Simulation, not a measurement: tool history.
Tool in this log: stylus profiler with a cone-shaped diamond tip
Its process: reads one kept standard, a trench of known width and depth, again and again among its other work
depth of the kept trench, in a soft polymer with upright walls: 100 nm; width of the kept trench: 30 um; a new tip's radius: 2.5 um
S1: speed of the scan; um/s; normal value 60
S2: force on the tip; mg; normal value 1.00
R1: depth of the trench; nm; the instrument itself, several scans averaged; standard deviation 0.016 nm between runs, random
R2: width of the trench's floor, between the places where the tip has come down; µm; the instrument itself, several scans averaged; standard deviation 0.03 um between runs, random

run 1 hour=0.0 | S1=60 S2=1.00 | R1=100.53 R2=27.65
run 2 hour=31.1 | S1=15 S2=1.00 | R1=100.52 R2=27.79
run 3 hour=47.2 | S1=60 S2=1.00 | R1=100.51 R2=27.65
run 4 hour=77.9 | S1=60 S2=1.00 | R1=100.51 R2=27.54
run 5 hour=107.2 | S1=60 S2=1.00 | R1=100.49 R2=27.56
run 6 hour=128.9 | S1=60 S2=1.00 | R1=100.47 R2=27.62
run 7 hour=158.9 | S1=60 S2=1.00 | R1=100.53 R2=27.55
run 8 hour=192.3 | S1=60 S2=1.00 | R1=100.51 R2=27.49
-- hour=213.3 new tip fitted, height scale calibrated
run 9 hour=220.4 | S1=60 S2=1.00 | R1=100.61 R2=28.28
run 10 hour=246.9 | S1=60 S2=1.00 | R1=100.60 R2=28.27
run 11 hour=275.3 | S1=60 S2=1.00 | R1=100.60 R2=28.26
run 12 hour=296.3 | S1=60 S2=1.00 | R1=100.60 R2=28.22
run 13 hour=312.0 | S1=141 S2=1.00 | R1=100.63 R2=27.85
run 14 hour=340.0 | S1=141 S2=1.00 | R1=100.63 R2=27.84
run 15 hour=367.7 | S1=141 S2=1.00 | R1=100.58 R2=27.86
run 16 hour=386.8 | S1=141 S2=1.00 | R1=100.62 R2=27.82
run 17 hour=412.6 | S1=141 S2=2.28 | R1=101.06 R2=27.99
run 18 hour=429.7 | S1=141 S2=2.28 | R1=101.05 R2=27.97
run 19 hour=448.2 | S1=60 S2=1.00 | R1=100.59 R2=28.14
run 20 hour=480.6 | S1=60 S2=1.00 | R1=100.60 R2=28.15
run 21 hour=506.0 | S1=60 S2=1.00 | R1=100.60 R2=28.13
run 22 hour=529.6 | S1=60 S2=1.00 | R1=100.59 R2=28.10
run 23 hour=548.3 | S1=60 S2=0.81 | R1=100.48 R2=28.04
run 24 hour=564.5 | S1=185 S2=2.06 | R1=100.98 R2=27.75
run 25 hour=581.0 | S1=185 S2=2.06 | R1=100.98 R2=27.79
run 26 hour=599.2 | S1=185 S2=2.32 | R1=101.03 R2=27.77
run 27 hour=622.2 | S1=185 S2=2.32 | R1=101.06 R2=27.78
run 28 hour=642.1 | S1=16 S2=0.61 | R1=100.39 R2=28.24
run 29 hour=670.3 | S1=30 S2=1.13 | R1=100.65 R2=28.20
run 30 hour=703.3 | S1=28 S2=1.30 | R1=100.71 R2=28.21
run 31 hour=731.2 | S1=44 S2=0.54 | R1=100.40 R2=28.01
run 32 hour=754.1 | S1=28 S2=1.00 | R1=100.56 R2=28.18
run 33 hour=778.4 | S1=28 S2=1.00 | R1=100.55 R2=28.17
run 34 hour=807.8 | S1=48 S2=0.38 | R1=100.30 R2=27.82
run 35 hour=833.0 | S1=48 S2=0.38 | R1=100.27 R2=27.86
run 36 hour=856.0 | S1=48 S2=0.38 | R1=100.26 R2=27.91
run 37 hour=875.5 | S1=84 S2=1.00 | R1=100.56 R2=27.82
run 38 hour=901.6 | S1=135 S2=2.39 | R1=101.06 R2=27.83
run 39 hour=918.6 | S1=100 S2=2.70 | R1=101.13 R2=27.93
run 40 hour=945.5 | S1=16 S2=0.45 | R1=100.28 R2=28.11
run 41 hour=964.6 | S1=16 S2=0.45 | R1=100.31 R2=28.13
run 42 hour=997.6 | S1=194 S2=1.71 | R1=100.83 R2=27.53
run 43 hour=1025.1 | S1=45 S2=0.41 | R1=100.29 R2=27.78
run 44 hour=1054.3 | S1=45 S2=0.41 | R1=100.30 R2=27.87
run 45 hour=1082.4 | S1=40 S2=0.44 | R1=100.28 R2=27.89

What if the next run were any one of these 5? Each begins from the tool's condition after run 45:
run A hour=1112.4 | S1=31 S2=2.32 | R1=? R2=?
run B hour=1112.4 | S1=18 S2=1.90 | R1=? R2=?
run C hour=1112.4 | S1=55 S2=0.55 | R1=? R2=?
run D hour=1112.4 | S1=40 S2=0.46 | R1=? R2=?
run E hour=1112.4 | S1=19 S2=0.49 | R1=? R2=?

run=A R1=101.01 R2=28.05
run=B R1=100.87 R2=28.03
run=C R1=100.37 R2=27.75
run=D R1=100.30 R2=27.89
run=E R1=100.32 R2=27.99
With the hidden condition removed and each run's random variation left untouched, the same runs would have given:
run=A R1=101.07 R2=28.50
run=B R1=100.94 R2=28.49
run=C R1=100.43 R2=28.20
run=D R1=100.37 R2=28.35
run=E R1=100.39 R2=28.45
